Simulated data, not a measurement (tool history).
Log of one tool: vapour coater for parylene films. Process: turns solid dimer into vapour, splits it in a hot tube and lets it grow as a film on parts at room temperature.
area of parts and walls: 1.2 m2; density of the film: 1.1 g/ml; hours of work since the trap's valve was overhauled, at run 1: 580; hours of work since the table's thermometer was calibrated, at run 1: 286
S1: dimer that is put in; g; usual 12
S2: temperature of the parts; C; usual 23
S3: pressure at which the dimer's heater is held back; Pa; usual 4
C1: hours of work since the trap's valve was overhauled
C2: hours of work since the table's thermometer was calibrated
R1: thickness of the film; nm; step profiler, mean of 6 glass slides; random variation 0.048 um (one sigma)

| run | day | S1 | S2 | S3 | C1 | C2 | R1 |
|---|---|---|---|---|---|---|---|
| 1 | 0 | 12 | 23 | 4 | 580 | 286 | 6390 |
| 2 | 0.688 | 12 | 23 | 4 | 594 | 299 | 6390 |
| 3 | 1.292 | 12 | 23 | 4 | 605 | 310 | 6410 |
| 4 | 1.762 | 12 | 23 | 4 | 614 | 319 | 6480 |
| 5 | 2.125 | 12 | 23 | 4 | 621 | 326 | 6360 |
| 6 | 2.954 | 12 | 23 | 4 | 637 | 342 | 6420 |
| 7 | 3.517 | 13 | 23 | 4 | 647 | 353 | 6970 |
| 8 | 4.054 | 13 | 23 | 4 | 658 | 363 | 6960 |
| 9 | 4.629 | 13 | 23 | 4 | 669 | 374 | 6950 |
| 10 | 5.212 | 13 | 23 | 4 | 680 | 385 | 6900 |
| 11 | 5.608 | 13 | 23 | 4 | 687 | 393 | 6870 |
|  | 6.338 | trap's valve overhauled |
| 12 | 6.396 | 13 | 23 | 4 | 1 | 405 | 7490 |
| 13 | 7.042 | 12 | 23 | 4 | 13 | 417 | 6940 |
| 14 | 7.704 | 12 | 23 | 4 | 26 | 429 | 6910 |
| 15 | 8.112 | 12 | 23 | 4 | 34 | 437 | 6880 |
| 16 | 8.712 | 12 | 23 | 4 | 45 | 449 | 6870 |
| 17 | 9.146 | 12 | 23 | 4 | 54 | 457 | 6920 |
| 18 | 9.842 | 12 | 23 | 4 | 67 | 470 | 6920 |
| 19 | 10.354 | 12 | 23 | 4 | 77 | 480 | 6850 |
| 20 | 10.733 | 12 | 23 | 4 | 84 | 487 | 6960 |
| 21 | 11.292 | 12 | 23 | 4 | 94 | 498 | 6770 |
| 22 | 11.704 | 12 | 23 | 4 | 102 | 506 | 6940 |
| 23 | 12.388 | 12 | 23 | 4 | 115 | 519 | 6890 |
| 24 | 13.179 | 12 | 23 | 4 | 130 | 534 | 6860 |
| 25 | 13.912 | 12 | 23 | 4 | 144 | 548 | 6850 |
| 26 | 14.25 | 6 | 16 | 2.49 | 151 | 554 | 4330 |

The next listed run, before its measurement:
|  | 14.354 | table's thermometer calibrated |
| 27 | 15.096 | 7 | 15 | 9.26 | 166 | 14 | ? |

R1: 4050 nm
Without the tool's hidden state the same run would have given R1 4100 nm.

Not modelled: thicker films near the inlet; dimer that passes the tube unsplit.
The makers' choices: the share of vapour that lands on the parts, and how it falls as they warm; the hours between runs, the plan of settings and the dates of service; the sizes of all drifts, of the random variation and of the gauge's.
